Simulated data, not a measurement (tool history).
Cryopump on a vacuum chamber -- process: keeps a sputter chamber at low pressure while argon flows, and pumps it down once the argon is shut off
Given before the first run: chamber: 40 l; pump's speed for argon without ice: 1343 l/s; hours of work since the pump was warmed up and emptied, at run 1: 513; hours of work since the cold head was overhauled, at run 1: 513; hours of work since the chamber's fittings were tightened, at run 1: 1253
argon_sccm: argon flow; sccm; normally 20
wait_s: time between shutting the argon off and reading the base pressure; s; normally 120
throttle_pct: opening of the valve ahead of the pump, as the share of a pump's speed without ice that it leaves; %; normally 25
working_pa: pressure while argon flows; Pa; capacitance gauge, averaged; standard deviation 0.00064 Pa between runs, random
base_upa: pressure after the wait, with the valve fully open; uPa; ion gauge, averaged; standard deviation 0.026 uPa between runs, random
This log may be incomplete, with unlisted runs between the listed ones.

run,day,argon_sccm,wait_s,throttle_pct,hours of work since the pump was warmed up and emptied,hours of work since the cold head was overhauled,hours of work since the chamber's fittings were tightened,working_pa,base_upa
1,0.000,20,120,25,513,513,1253,0.1057,2.43
2,0.950,20,120,57,531,531,1270,0.0494,2.46
3,2.596,14,120,25,561,561,1300,0.0744,2.42
4,3.900,14,78,25,585,585,1324,0.0762,2.96
5,4.971,20,120,25,605,605,1344,0.1066,2.56
6,6.496,20,120,20,633,633,1372,0.1321,2.59
7,7.829,20,120,20,657,657,1397,0.1323,2.60
8,8.738,20,120,20,674,674,1413,0.1337,2.69
9,9.525,20,120,20,689,689,1428,0.1330,2.76
10,11.171,20,25,20,719,719,1458,0.1335,6.17
11,11.879,20,25,20,732,732,1471,0.1346,5.99
12,13.033,39,58,18,753,753,1492,0.2901,3.76
13,13.858,15,120,28,768,768,1508,0.0745,2.90
14,15.404,23,24,28,797,797,1536,0.1138,6.28
15,16.562,23,24,54,818,818,1557,0.0645,6.36
16,17.554,23,24,54,837,837,1576,0.0649,6.46

Consider 3 possible next runs. They are alternatives, not a sequence: every one starts from the tool as it was left by run 16. What does each give?
A,19.204,23,99,54,867,867,1606,?,?
B,19.204,11,28,17,867,867,1606,?,?
C,19.204,20,120,59,867,867,1606,?,?

run,working_pa,base_upa
A,0.0644,3.20
B,0.0885,5.82
C,0.0530,3.07
Had the tool no hidden state, the same runs would have come out as:
run,working_pa,base_upa
A,0.0528,1.28
B,0.0829,3.89
C,0.0428,1.10
